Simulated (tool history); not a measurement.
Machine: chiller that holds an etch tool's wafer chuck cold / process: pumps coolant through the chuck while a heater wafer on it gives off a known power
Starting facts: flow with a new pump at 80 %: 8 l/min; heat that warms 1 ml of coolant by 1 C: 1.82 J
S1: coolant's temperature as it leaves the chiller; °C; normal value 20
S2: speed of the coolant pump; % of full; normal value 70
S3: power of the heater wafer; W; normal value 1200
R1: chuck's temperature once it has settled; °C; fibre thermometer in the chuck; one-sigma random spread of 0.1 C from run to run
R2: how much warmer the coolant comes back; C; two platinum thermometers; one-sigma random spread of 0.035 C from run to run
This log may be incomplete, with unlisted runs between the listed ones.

| run | hour | S1 | S2 | S3 | R1 | R2 |
|---|---|---|---|---|---|---|
| 1 | 0.0 | 20 | 70 | 1200 | 36.3 | 5.68 |
| 2 | 94.0 | 20 | 93 | 1200 | 32.5 | 4.23 |
| 3 | 156.9 | 20 | 70 | 986 | 33.3 | 4.60 |
| 4 | 212.2 | 23 | 70 | 1200 | 39.4 | 5.73 |
| 5 | 314.4 | 20 | 70 | 1200 | 36.3 | 5.65 |
| 6 | 368.1 | 20 | 70 | 1200 | 36.4 | 5.68 |
| 7 | 443.7 | 20 | 70 | 1200 | 36.3 | 5.69 |
| 8 | 555.8 | 20 | 70 | 1200 | 36.5 | 5.65 |
| 9 | 617.2 | 13 | 70 | 742 | 23.0 | 3.50 |
| 10 | 703.3 | 18 | 72 | 742 | 27.9 | 3.39 |
| 11 | 774.3 | 14 | 74 | 1316 | 31.0 | 5.86 |
| 12 | 884.6 | 14 | 74 | 1316 | 30.9 | 5.89 |
| 13 | 959.2 | 19 | 73 | 1200 | 34.6 | 5.41 |

What does the tool deliver on the next run?
| 14 | 1033.7 | 24 | 90 | 1200 | ? | ? |

{"run 14": {"R1": 37.0, "R2": 4.36}}
Take away the tool's hidden state, keep the run-to-run variation as it was, and the same run would have given R1 37.0 °C, R2 4.36 C.
